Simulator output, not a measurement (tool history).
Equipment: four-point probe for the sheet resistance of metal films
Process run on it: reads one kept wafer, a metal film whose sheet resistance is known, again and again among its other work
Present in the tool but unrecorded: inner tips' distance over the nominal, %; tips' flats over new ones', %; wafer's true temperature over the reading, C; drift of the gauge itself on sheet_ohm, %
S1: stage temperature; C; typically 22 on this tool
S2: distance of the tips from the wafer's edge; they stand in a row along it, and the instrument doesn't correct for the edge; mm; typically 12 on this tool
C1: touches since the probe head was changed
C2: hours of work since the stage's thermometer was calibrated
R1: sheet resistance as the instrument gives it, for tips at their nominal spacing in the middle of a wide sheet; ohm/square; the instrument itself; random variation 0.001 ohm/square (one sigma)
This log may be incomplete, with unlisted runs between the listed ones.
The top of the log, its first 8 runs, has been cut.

run	hour	S1	S2	C1	C2	R1
9	557.7	22	47	38119	1090	4.972351
10	637.8	22	47	40022	1129	4.971516
11	705.3	22	47	41625	1163	4.970838
12	756	22	47	42830	1188	4.971396
# hour 764.7: stage's thermometer calibrated
13	842.6	22	4	44874	39	5.219086
14	899.7	22	4	46231	67	5.217639
15	967.7	34	4	47846	100	5.163043
16	1016.5	34	4	49005	124	5.163435
17	1092.4	34	4	50807	162	5.163878
18	1144.4	34	4	52043	188	5.161083
# hour 1192.8: stage's thermometer calibrated, once more
19	1221.2	34	4	53854	14	5.163694
20	1297.8	31	4	55673	52	5.176989
21	1376.1	31	4	57533	91	5.174686
22	1436	31	4	58956	120	5.173195
23	1518.4	22	12	60914	161	4.990031
24	1583	22	8	62447	193	5.025256
25	1621.5	22	8	63362	212	5.022962

Forecast run 26:
26	1694.1	25	11	65088	248	?

Logged for run 26: R1 4.97747 ohm/square.
If the tool had no hidden condition, the same run with the same run-to-run variation would have returned R1 5.018625 ohm/square.
